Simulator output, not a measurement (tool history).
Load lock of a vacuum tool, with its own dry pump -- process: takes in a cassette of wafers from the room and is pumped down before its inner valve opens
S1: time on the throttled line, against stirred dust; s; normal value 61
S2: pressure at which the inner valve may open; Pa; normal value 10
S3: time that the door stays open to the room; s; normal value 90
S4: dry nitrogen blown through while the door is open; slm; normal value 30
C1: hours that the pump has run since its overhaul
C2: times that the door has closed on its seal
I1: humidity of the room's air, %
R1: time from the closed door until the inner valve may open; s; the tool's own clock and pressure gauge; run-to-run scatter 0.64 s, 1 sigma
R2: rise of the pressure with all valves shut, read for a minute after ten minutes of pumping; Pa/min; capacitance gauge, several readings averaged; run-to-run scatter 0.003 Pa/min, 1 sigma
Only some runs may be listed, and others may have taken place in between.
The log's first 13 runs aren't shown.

run     hour   S1  S2   S3  S4     C1     C2    I1     R1     R2
 14   5081.1   61  10   79  30   2959  18939  43.5  127.7  0.085
 15   5638.1   61  10   90  10   3516  21174  45.3  128.5  0.113
 16   6229.4   61  10   90   8   4107  23545  42.8  127.5  0.132
 17   6553.5   61  10   90   8   4431  24846  44.4  128.6  0.132
 18   7053.1   61  12   90   8   4931  26849  43.5  127.6  0.154
 19   7529.8   61  12   90   8   5407  28761  46.6  128.1   0.17
 20   7844.7   61  10   90  30   5722  30024  46.5  129.5  0.165
 21   8114.1   79  19  110  30   5992  31105  45.2  136.7  0.166
 22   8596.6   61  10  115  30   6474  33040  42.1  129.2  0.186
 23   8911.5   61  10  115  30   6789  34303  43.2  129.6  0.191
 24   9276.6  118  10   46   7   7154  35768  44.3  175.2  0.213
 25   9588.9  109  10   46   7   7466  37020  45.8  168.7  0.223
 26  10089.8  109  10   46   7   7967  39029  40.9  166.8   0.24
 27  10578.5  109  10   77   7   8456  40990  45.6  167.4  0.269
 28  11114.1   61  14   72  23   8992  43138  42.6  128.5  0.272
 29  11576.2   34  16   90  30   9454  44992  46.2  104.9  0.297
 30  11895.1   34  16   90  30   9773  46271  44.1  104.4  0.316
 31  12333.1   60  16   90  30  10211  48028  47.3  127.1  0.332

Branching from run 31: 3 alternative next runs. What would each branch give?
     12514.8  -- door's seal changed, seat wiped
  A  12816.7  60  16  90  14  10693  1211  44.2   ?   ?
     12514.8  -- door's seal changed, seat wiped
  B  12816.7  60  13  77   4  10693  1211    45   ?   ?
     12514.8  -- door's seal changed, seat wiped
  C  12816.7  62  15  90   6  10693  1211  47.8   ?   ?

run     R1     R2
  A  125.7  0.024
  B  128.7  0.044
  C  128.4  0.042
Without the tool's hidden state the same runs would have given:
run     R1     R2
  A  121.9  0.021
  B  124.8  0.041
  C  124.6  0.039
